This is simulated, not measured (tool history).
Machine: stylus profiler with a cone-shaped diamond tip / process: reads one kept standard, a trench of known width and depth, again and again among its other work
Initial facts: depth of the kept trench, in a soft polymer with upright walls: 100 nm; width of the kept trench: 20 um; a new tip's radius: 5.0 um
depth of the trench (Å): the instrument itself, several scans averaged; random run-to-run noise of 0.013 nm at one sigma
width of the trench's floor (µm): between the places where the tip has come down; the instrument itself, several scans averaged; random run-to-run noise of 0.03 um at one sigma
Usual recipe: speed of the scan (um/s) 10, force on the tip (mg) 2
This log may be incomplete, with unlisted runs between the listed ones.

| run | hour | speed of the scan (um/s) | force on the tip (mg) | depth of the trench (Å) | width of the trench's floor (µm) |
|---|---|---|---|---|---|
| 1 | 0 | 10 | 2 | 1012.2 | 17.96 |
| 2 | 95.4 | 10 | 2.99 | 1015.9 | 17.95 |
| 3 | 166.4 | 10 | 2.99 | 1015.4 | 17.9 |
| 4 | 246.6 | 10 | 2.99 | 1015.7 | 17.94 |
| 5 | 309 | 10 | 1.32 | 1008.6 | 17.87 |
| 6 | 378.9 | 20 | 2 | 1012 | 17.86 |
| 7 | 450.3 | 7 | 2 | 1011.9 | 17.89 |
| 8 | 503 | 7 | 2 | 1011.7 | 17.87 |
| 9 | 584.2 | 7 | 2 | 1011.5 | 17.89 |
| 10 | 668.1 | 2 | 2 | 1011.5 | 17.79 |
| 11 | 743.2 | 2 | 2 | 1011.6 | 17.78 |
| 12 | 828.3 | 2 | 2 | 1011.4 | 17.81 |
| 13 | 891.1 | 2 | 2 | 1011.4 | 17.79 |
| 14 | 957.7 | 6 | 2 | 1011.2 | 17.79 |
| 15 | 1023.9 | 6 | 2 | 1011.2 | 17.68 |
| 16 | 1084.8 | 6 | 2 | 1010.9 | 17.67 |
| 17 | 1171 | 13 | 0.78 | 1005.3 | 17.65 |
| 18 | 1235.7 | 19 | 0.96 | 1006.5 | 17.61 |
| 19 | 1285.5 | 9 | 2.35 | 1012.3 | 17.58 |

Estimate the outcome of run 20 from the log above:
| 20 | 1372.3 | 5 | 1.32 | ? | ? |

For run 20 the tool returned depth of the trench (Å) 1007.8, width of the trench's floor (µm) 17.59.
Minus the tool's unlogged condition, the same run would have read depth of the trench (Å) 1009, width of the trench's floor (µm) 17.95.

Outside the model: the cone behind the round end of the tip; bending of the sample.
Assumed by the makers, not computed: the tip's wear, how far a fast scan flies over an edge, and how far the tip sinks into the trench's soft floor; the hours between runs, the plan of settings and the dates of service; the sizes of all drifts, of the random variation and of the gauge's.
